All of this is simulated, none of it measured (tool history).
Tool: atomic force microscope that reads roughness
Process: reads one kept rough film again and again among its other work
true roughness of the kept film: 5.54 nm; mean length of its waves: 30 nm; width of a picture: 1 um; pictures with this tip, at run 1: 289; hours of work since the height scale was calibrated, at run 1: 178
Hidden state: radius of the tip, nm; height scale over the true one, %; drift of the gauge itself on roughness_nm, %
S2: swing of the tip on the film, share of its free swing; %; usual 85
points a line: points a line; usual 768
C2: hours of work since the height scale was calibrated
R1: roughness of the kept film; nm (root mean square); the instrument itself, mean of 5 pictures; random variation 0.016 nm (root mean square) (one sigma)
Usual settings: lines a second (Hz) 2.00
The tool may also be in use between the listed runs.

Run 1, hour 0.0: usual settings; pictures with this tip 289; C2 178. Result: R1 2.881 nm (root mean square).
At hour 40.1: new tip fitted.
Run 2, hour 61.1: usual settings; pictures with this tip 21; C2 211. Result: R1 3.752 nm (root mean square).
Run 3, hour 120.7: usual settings; pictures with this tip 80; C2 244. Result: R1 3.461 nm (root mean square).
Run 4, hour 163.9: usual settings but lines a second (Hz) 0.92; pictures with this tip 123; C2 268. Result: R1 3.728 nm (root mean square).
Run 5, hour 206.5: usual settings but lines a second (Hz) 0.92; pictures with this tip 165; C2 292. Result: R1 3.571 nm (root mean square).
Run 6, hour 260.3: usual settings but lines a second (Hz) 0.92; pictures with this tip 218; C2 321. Result: R1 3.381 nm (root mean square).
Run 7, hour 302.7: usual settings but lines a second (Hz) 0.92; pictures with this tip 261; C2 345. Result: R1 3.262 nm (root mean square).
Run 8, hour 356.9: usual settings but lines a second (Hz) 0.92; pictures with this tip 314; C2 375. Result: R1 3.116 nm (root mean square).
At hour 375.6: new tip fitted.
Run 9, hour 421.5: usual settings but S2 69 %; pictures with this tip 46; C2 410. Result: R1 4.088 nm (root mean square).
Run 10, hour 487.6: usual settings but S2 74 %; pictures with this tip 112; C2 447. Result: R1 3.684 nm (root mean square).
Run 11, hour 528.8: usual settings but S2 74 %; pictures with this tip 153; C2 470. Result: R1 3.566 nm (root mean square).
Run 12, hour 576.3: usual settings but S2 74 %; pictures with this tip 200; C2 496. Result: R1 3.420 nm (root mean square).
Run 13, hour 631.3: usual settings; pictures with this tip 254; C2 526. Result: R1 2.978 nm (root mean square).
At hour 707.8: new tip fitted.
Run 14, hour 708.4: usual settings; pictures with this tip 0; C2 569. Result: R1 3.838 nm (root mean square).
Run 15, hour 766.4: usual settings; pictures with this tip 58; C2 601. Result: R1 3.596 nm (root mean square).
Run 16, hour 831.8: usual settings; pictures with this tip 123; C2 637. Result: R1 3.399 nm (root mean square).
Run 17, hour 905.7: usual settings; pictures with this tip 196; C2 678. Result: R1 3.177 nm (root mean square).
Run 18, hour 960.6: usual settings; pictures with this tip 251; C2 708. Result: R1 2.970 nm (root mean square).
Run 19, hour 1026.9: usual settings but S2 61 %; pictures with this tip 317; C2 745. Result: R1 3.248 nm (root mean square).
At hour 1039.9: new tip fitted.
Run 20, hour 1104.8: usual settings but S2 60 %; pictures with this tip 65; C2 788. Result: R1 4.188 nm (root mean square).
Run 21, hour 1164.4: usual settings but points a line 538; pictures with this tip 124; C2 821. Result: R1 3.407 nm (root mean square).
Run 22, hour 1222.2: usual settings but points a line 538; pictures with this tip 181; C2 853. Result: R1 3.207 nm (root mean square).
Run 23, hour 1286.0: usual settings but points a line 538; pictures with this tip 244; C2 888. Result: R1 3.027 nm (root mean square).
Run 24, hour 1339.1: usual settings but points a line 538; pictures with this tip 297; C2 918. Result: R1 2.906 nm (root mean square).
At hour 1374.9: new tip fitted.
Run 25, hour 1412.1: usual settings but lines a second (Hz) 2.84, points a line 538; pictures with this tip 37; C2 958. Result: R1 3.447 nm (root mean square).
Run 26, hour 1493.7: usual settings but lines a second (Hz) 2.84, points a line 538; pictures with this tip 118; C2 1003. Result: R1 3.166 nm (root mean square).
Run 27, hour 1532.5: usual settings; pictures with this tip 157; C2 1024. Result: R1 3.292 nm (root mean square).
At hour 1557.6: height scale calibrated on a step standard.
Run 28, hour 1589.5: usual settings but lines a second (Hz) 2.07, S2 79 %, points a line 670; pictures with this tip 212; C2 18. Result: R1 3.210 nm (root mean square).
Run 29, hour 1651.4: usual settings but lines a second (Hz) 2.50, S2 79 %, points a line 670; pictures with this tip 274; C2 52. Result: R1 2.979 nm (root mean square).
At hour 1707.2: new tip fitted.
Run 30, hour 1710.1: usual settings but lines a second (Hz) 2.50, S2 79 %, points a line 670; pictures with this tip 3; C2 84. Result: R1 3.868 nm (root mean square).
Run 31, hour 1755.3: usual settings but lines a second (Hz) 2.50, S2 79 %, points a line 670; pictures with this tip 48; C2 109. Result: R1 3.649 nm (root mean square).
Run 32, hour 1834.0: usual settings but lines a second (Hz) 2.37, S2 64 %, points a line 273; pictures with this tip 126; C2 153. Result: R1 3.737 nm (root mean square).
Run 33, hour 1883.4: usual settings but lines a second (Hz) 2.37, S2 64 %, points a line 273; pictures with this tip 175; C2 180. Result: R1 3.548 nm (root mean square).
Run 34, hour 1963.5: usual settings but lines a second (Hz) 2.37, S2 64 %, points a line 273; pictures with this tip 254; C2 224. Result: R1 3.307 nm (root mean square).
Run 35, hour 2031.3: usual settings but lines a second (Hz) 2.37, S2 64 %, points a line 273; pictures with this tip 322; C2 262. Result: R1 3.117 nm (root mean square).
At hour 2038.3: new tip fitted.
Run 36, hour 2093.2: usual settings but S2 74 %, points a line 561; pictures with this tip 55; C2 296. Result: R1 3.901 nm (root mean square).
Run 37, hour 2159.7: usual settings but S2 74 %, points a line 561; pictures with this tip 121; C2 333. Result: R1 3.620 nm (root mean square).
Run 38, hour 2236.9: usual settings but lines a second (Hz) 1.27, S2 62 %, points a line 835; pictures with this tip 197; C2 375. Result: R1 3.708 nm (root mean square).
Run 39, hour 2305.3: usual settings but lines a second (Hz) 2.66, S2 60 %, points a line 835; pictures with this tip 265; C2 413. Result: R1 3.365 nm (root mean square).
At hour 2370.2: new tip fitted.
Run 40, hour 2374.6: usual settings but lines a second (Hz) 2.66, S2 60 %, points a line 835; pictures with this tip 5; C2 451. Result: R1 4.382 nm (root mean square).
Run 41, hour 2441.3: usual settings but lines a second (Hz) 2.66, S2 60 %, points a line 299; pictures with this tip 71; C2 488. Result: R1 4.033 nm (root mean square).
Run 42, hour 2523.0: usual settings but lines a second (Hz) 2.66, S2 64 %, points a line 342; pictures with this tip 152; C2 533. Result: R1 3.623 nm (root mean square).
Run 43, hour 2566.5: usual settings but S2 73 %; pictures with this tip 195; C2 557. Result: R1 3.437 nm (root mean square).
Run 44, hour 2609.6: usual settings but S2 73 %; pictures with this tip 238; C2 581. Result: R1 3.337 nm (root mean square).
Run 45, hour 2686.3: usual settings but S2 73 %; pictures with this tip 314; C2 624. Result: R1 3.123 nm (root mean square).
At hour 2702.4: new tip fitted.
Run 46, hour 2725.5: usual settings but S2 73 %; pictures with this tip 23; C2 645. Result: R1 4.111 nm (root mean square).
Run 47, hour 2768.7: usual settings but S2 73 %; pictures with this tip 65; C2 669. Result: R1 3.936 nm (root mean square).
Run 48, hour 2818.1: usual settings but lines a second (Hz) 1.17, S2 70 %, points a line 313; pictures with this tip 114; C2 696. Result: R1 3.933 nm (root mean square).
Run 49, hour 2896.2: usual settings but lines a second (Hz) 1.31, S2 72 %, points a line 390; pictures with this tip 192; C2 740. Result: R1 3.648 nm (root mean square).
Run 50, hour 2930.7: usual settings but lines a second (Hz) 1.31, S2 72 %, points a line 390; pictures with this tip 226; C2 759. Result: R1 3.500 nm (root mean square).
Run 51, hour 3005.1: usual settings but lines a second (Hz) 1.31, S2 72 %, points a line 390; pictures with this tip 300; C2 800. Result: R1 3.269 nm (root mean square).
At hour 3033.9: new tip fitted.
Run 52, hour 3085.5: usual settings but lines a second (Hz) 1.37, S2 72 %, points a line 390; pictures with this tip 51; C2 844. Result: R1 4.144 nm (root mean square).
Run 53, hour 3167.3: usual settings but lines a second (Hz) 1.37, S2 72 %, points a line 390; pictures with this tip 133; C2 889. Result: R1 3.804 nm (root mean square).

Some steps in R1 between neighbouring runs. How much of each would the tool show without its hidden state too (settings, what came in, random variation), and how much is left for the hidden state, with any gauge scatter that isn't in both results?
Run 8 -> 9: lines a second (Hz) 0.92 -> 2.00, S2 85 -> 69, new tip fitted. R1 +0.972 nm (root mean square): hidden state +0.996, all else -0.024.
Run 39 -> 40: new tip fitted. R1 +1.017 nm (root mean square): hidden state +1.006, all else +0.011.
Run 45 -> 46: new tip fitted. R1 +0.988 nm (root mean square): hidden state +1.021, all else -0.033.
